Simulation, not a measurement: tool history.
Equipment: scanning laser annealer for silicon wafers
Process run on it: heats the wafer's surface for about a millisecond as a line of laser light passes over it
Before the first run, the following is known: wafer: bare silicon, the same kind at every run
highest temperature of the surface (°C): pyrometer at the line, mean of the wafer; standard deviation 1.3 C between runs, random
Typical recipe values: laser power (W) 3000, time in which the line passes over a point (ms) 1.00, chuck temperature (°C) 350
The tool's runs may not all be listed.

run    hour  laser power (W)  time in which the line passes over a point (ms)  chuck temperature (°C)  highest temperature of the surface (°C)
  1     0.0             3000                                             1.00                     350                                     1161
  2    70.0             3000                                             1.00                     350                                     1159
  3   149.0             3000                                             1.00                     350                                     1158
  4   214.9             3000                                             1.00                     350                                     1157
  5   260.0             3000                                             1.00                     350                                     1156
  6   296.4             3000                                             1.00                     350                                     1155
  7   364.9             3000                                             1.00                     350                                     1153
  8   433.3             3000                                             1.00                     330                                     1130
  9   509.7             3000                                             1.00                     330                                     1129
 10   561.0             3144                                             1.00                     350                                     1196
 11   634.5             3000                                             1.00                     311                                     1114
 12   698.0             2595                                             1.00                     350                                     1047
 13   774.8             2595                                             1.00                     350                                     1049
 14   815.5             2595                                             1.00                     350                                     1046
 15   881.1             2595                                             1.00                     369                                     1063
 16   913.8             2595                                             1.00                     369                                     1064
 17   954.1             3000                                             0.76                     350                                     1029
 18   997.7             2833                                             0.81                     379                                     1045
 19  1039.2             2833                                             0.81                     379                                     1045
 20  1089.1             3245                                             1.16                     332                                     1264
 21  1123.2             2695                                             1.15                     350                                     1125
 22  1191.8             3186                                             1.00                     350                                     1192
 23  1239.0             3186                                             1.00                     350                                     1188
 24  1277.0             3000                                             0.74                     350                                     1012
 25  1354.4             3000                                             0.85                     363                                     1101
 26  1424.8             3112                                             1.11                     350                                     1242
 27  1489.5             3298                                             1.11                     344                                     1283
 28  1530.0             3234                                             0.70                     382                                     1088
 29  1603.4             3101                                             1.00                     362                                     1202
 30  1636.0             2599                                             0.80                     341                                      962
 31  1670.0             2599                                             0.80                     341                                      963
 32  1735.3             3079                                             1.00                     338                                     1168
 33  1809.5             2897                                             0.88                     333                                     1056
 34  1846.2             2750                                             1.00                     384                                     1127

The log once held 3 entries between its listed runs, left out of this copy. Where does each go, and what is different about the tool's unlogged condition between the listed run before it and the listed run after it?
Between runs 9 and 10: optics aligned, line set to its width (hour 552.4)
  light that passes the window, % of a clean one's: 98.66 -> 98.56; laser's true power over the reading, %: 0.96 -> 0.98; width of the line over the set one, %: 2.68 -> 0.21
  difference, measured minus the result without the unlogged condition, highest temperature of the surface (°C): -12 -> -5
Between runs 24 and 25: window over the wafer cleaned (hour 1304.3)
  light that passes the window, % of a clean one's: 96.94 -> 99.63; laser's true power over the reading, %: 1.21 -> 1.23; width of the line over the set one, %: 2.23 -> 2.44
  difference, measured minus the result without the unlogged condition, highest temperature of the surface (°C): -19 -> -1
Between runs 28 and 29: optics aligned, line set to its width (hour 1541.2)
  light that passes the window, % of a clean one's: 99.26 -> 99.12; laser's true power over the reading, %: 1.29 -> 1.31; width of the line over the set one, %: 2.92 -> 0.37
  difference, measured minus the result without the unlogged condition, highest temperature of the surface (°C): -4 -> +2

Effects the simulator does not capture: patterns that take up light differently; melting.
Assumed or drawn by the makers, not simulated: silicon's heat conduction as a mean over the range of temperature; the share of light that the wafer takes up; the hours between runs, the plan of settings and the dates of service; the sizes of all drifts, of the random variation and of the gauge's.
